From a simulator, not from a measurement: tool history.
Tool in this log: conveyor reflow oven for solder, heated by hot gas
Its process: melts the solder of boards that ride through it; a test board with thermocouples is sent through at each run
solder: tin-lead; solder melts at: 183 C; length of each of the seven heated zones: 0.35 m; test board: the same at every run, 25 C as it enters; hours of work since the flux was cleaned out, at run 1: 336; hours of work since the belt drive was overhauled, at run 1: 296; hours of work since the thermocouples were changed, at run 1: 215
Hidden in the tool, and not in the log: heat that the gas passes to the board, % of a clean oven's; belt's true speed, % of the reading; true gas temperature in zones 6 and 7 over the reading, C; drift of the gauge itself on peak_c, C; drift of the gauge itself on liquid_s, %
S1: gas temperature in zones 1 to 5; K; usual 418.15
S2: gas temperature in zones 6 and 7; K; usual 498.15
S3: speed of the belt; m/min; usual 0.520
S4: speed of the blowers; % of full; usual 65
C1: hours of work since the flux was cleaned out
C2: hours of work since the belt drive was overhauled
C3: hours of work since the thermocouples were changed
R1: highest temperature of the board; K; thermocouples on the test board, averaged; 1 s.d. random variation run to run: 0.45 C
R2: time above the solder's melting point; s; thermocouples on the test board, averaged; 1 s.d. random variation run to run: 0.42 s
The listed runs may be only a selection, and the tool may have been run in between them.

run   hour      S1      S2     S3  S4   C1   C2   C3      R1    R2
  1    0.0  418.15  498.15  0.520  65  336  296  215  482.65  59.1
  2   14.1  418.15  498.15  0.520  65  344  303  223  484.05  59.4
  3   28.0  418.15  498.15  0.520  65  351  311  230  485.25  58.7
  4   53.1  418.15  498.15  0.520  65  365  324  244  484.05  58.4
  5   67.8  418.15  499.15  0.520  65  373  332  252  485.35  60.2
  6   81.8  418.15  499.15  0.520  65  380  340  259  484.65  60.3
      94.9  -- flux residue cleaned out of gas plates and filters
  7  100.7  418.15  499.15  0.520  65    3  347  267  486.25  62.0
  8  112.1  418.15  499.15  0.520  65    9  354  273  487.25  61.1
     118.7  -- belt drive overhauled, speed set with a stopwatch
  9  142.0  418.15  498.15  0.520  65   23   13  287  485.95  61.3
 10  161.0  418.15  498.15  0.590  65   34   23  297  482.65  49.7
 11  172.5  418.15  508.15  0.520  65   40   29  303  495.35  67.9
     186.3  -- belt drive overhauled, speed set with a stopwatch, once more
 12  196.8  418.15  498.15  0.520  65   51    6  314  485.05  60.5
 13  224.8  418.15  498.15  0.520  65   66   21  329  484.85  60.3
 14  248.1  418.15  498.15  0.520  65   79   33  342  484.35  59.7
 15  274.5  418.15  488.15  0.520  65   93   48  356  475.65  51.3
 16  295.1  418.15  488.15  0.520  65  104   59  368  476.55  50.9
 17  317.8  418.15  496.15  0.520  65  116   71  380  482.85  57.6
 18  342.2  427.15  496.15  0.565  71  129   84  393  483.75  57.7
 19  364.0  404.15  507.15  0.454  83  141   96  405  496.75  75.2
 20  375.5  404.15  507.15  0.454  83  147  102  411  497.35  74.5
 21  396.7  404.15  507.15  0.454  57  159  114  422  492.55  70.0
 22  410.0  426.15  497.15  0.454  77  166  121  430  488.45  78.7
 23  426.9  426.15  497.15  0.454  77  175  130  439  489.15  78.7
 24  450.1  426.15  497.15  0.454  77  188  143  451  488.45  78.8

Forecast run 25:
 25  461.9  426.15  497.15  0.454  77  194  149  458   ?   ?

R1: 489.15 K
R2: 78.3 s
Without the tool's hidden state the same run would have given R1 491.25 K, R2 79.8 s.
